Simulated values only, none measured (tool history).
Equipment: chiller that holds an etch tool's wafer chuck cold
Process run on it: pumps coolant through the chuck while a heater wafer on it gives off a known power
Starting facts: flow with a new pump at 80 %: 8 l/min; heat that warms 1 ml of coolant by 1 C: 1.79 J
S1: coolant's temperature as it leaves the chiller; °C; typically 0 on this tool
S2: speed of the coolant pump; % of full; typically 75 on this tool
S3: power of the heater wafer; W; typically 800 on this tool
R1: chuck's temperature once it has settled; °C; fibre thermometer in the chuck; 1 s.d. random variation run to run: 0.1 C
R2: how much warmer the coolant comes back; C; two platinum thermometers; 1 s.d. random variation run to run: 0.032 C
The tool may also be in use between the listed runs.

| run | hour | S1 | S2 | S3 | R1 | R2 |
|---|---|---|---|---|---|---|
| 1 | 0 | 0 | 75 | 800 | 11.8 | 3.67 |
| 2 | 26 | 0 | 75 | 800 | 11.9 | 3.71 |
| 3 | 73.6 | 0 | 75 | 800 | 11.9 | 3.69 |
| 4 | 122.7 | 0 | 75 | 800 | 11.8 | 3.71 |
| 5 | 178.6 | 0 | 75 | 800 | 11.9 | 3.64 |
| 6 | 208.3 | 0 | 73 | 800 | 11.9 | 3.77 |
| 7 | 268.1 | 0 | 74 | 800 | 12 | 3.76 |
| 8 | 303.2 | 0 | 74 | 800 | 12 | 3.7 |
| 9 | 353.3 | 0 | 74 | 800 | 12.1 | 3.71 |
| 10 | 395.4 | 0 | 74 | 800 | 12.1 | 3.72 |
| 11 | 428.3 | 0 | 75 | 800 | 11.7 | 3.72 |
| 12 | 455.2 | 0 | 67 | 800 | 13.3 | 4.15 |
| 13 | 481.2 | 0 | 67 | 800 | 13.2 | 4.26 |
| 14 | 526.5 | 0 | 67 | 800 | 13.2 | 4.22 |
| 15 | 585.7 | 0 | 76 | 800 | 11.5 | 3.61 |
| 16 | 627.8 | 0 | 75 | 800 | 12.1 | 3.71 |
| 17 | 674.8 | 0 | 75 | 493 | 7.2 | 2.34 |
|  | 690 | chiller's thermometer calibrated |
| 18 | 708.9 | 0 | 75 | 493 | 7.2 | 2.26 |
| 19 | 738.9 | 7 | 77 | 1106 | 23.3 | 4.95 |
| 20 | 785 | 3 | 75 | 831 | 15.6 | 3.85 |
| 21 | 822.2 | 3 | 87 | 609 | 11.2 | 2.39 |
| 22 | 857.9 | 10 | 81 | 924 | 23 | 3.97 |
| 23 | 894.7 | 9 | 62 | 819 | 23.9 | 4.66 |
| 24 | 927.1 | 9 | 62 | 819 | 23.9 | 4.7 |
| 25 | 960.2 | 4 | 91 | 658 | 12.3 | 2.45 |
| 26 | 1010.2 | 4 | 75 | 969 | 18.8 | 4.47 |
| 27 | 1064.6 | -8 | 75 | 800 | 4.2 | 3.77 |
| 28 | 1111.2 | 5 | 75 | 800 | 17.1 | 3.71 |
| 29 | 1167.1 | 5 | 61 | 800 | 19.7 | 4.7 |
| 30 | 1229.7 | 5 | 61 | 800 | 19.8 | 4.67 |
| 31 | 1270.2 | -1 | 66 | 880 | 14.1 | 4.75 |
| 32 | 1322.8 | 0 | 65 | 748 | 13.1 | 4.08 |
| 33 | 1351.9 | 4 | 75 | 800 | 16.2 | 3.71 |

A few steps of R1 between consecutive runs. Split each: what settings, incoming material and random variation would produce without the hidden state, and what is left over for the hidden state, along with gauge scatter present in only one of the two compared results (measured, and without hidden state):
Unlogged tool condition in this case: heat passed by the chuck's channels, % of clean ones'; flow at a given pump speed, % of a new pump's; coolant's true temperature over the reading, C; drift of the gauge itself on chuck_c, C; drift of the gauge itself on warmer_back_c, C.
Run 16 -> 17: S3 800 -> 493. R1 -4.9 °C: hidden state -0.5, all else -4.4.
Run 18 -> 19: S1 0 -> 7, S2 75 -> 77, S3 493 -> 1106. R1 +16.1 °C: hidden state +0.7, all else +15.4.
Run 25 -> 26: S2 91 -> 75, S3 658 -> 969. R1 +6.5 °C: hidden state +0.5, all else +6.
Run 26 -> 27: S1 4 -> -8, S3 969 -> 800. R1 -14.6 °C: hidden state -0.3, all else -14.3.
Run 27 -> 28: S1 -8 -> 5. R1 +12.9 °C: hidden state +0.1, all else +12.8.
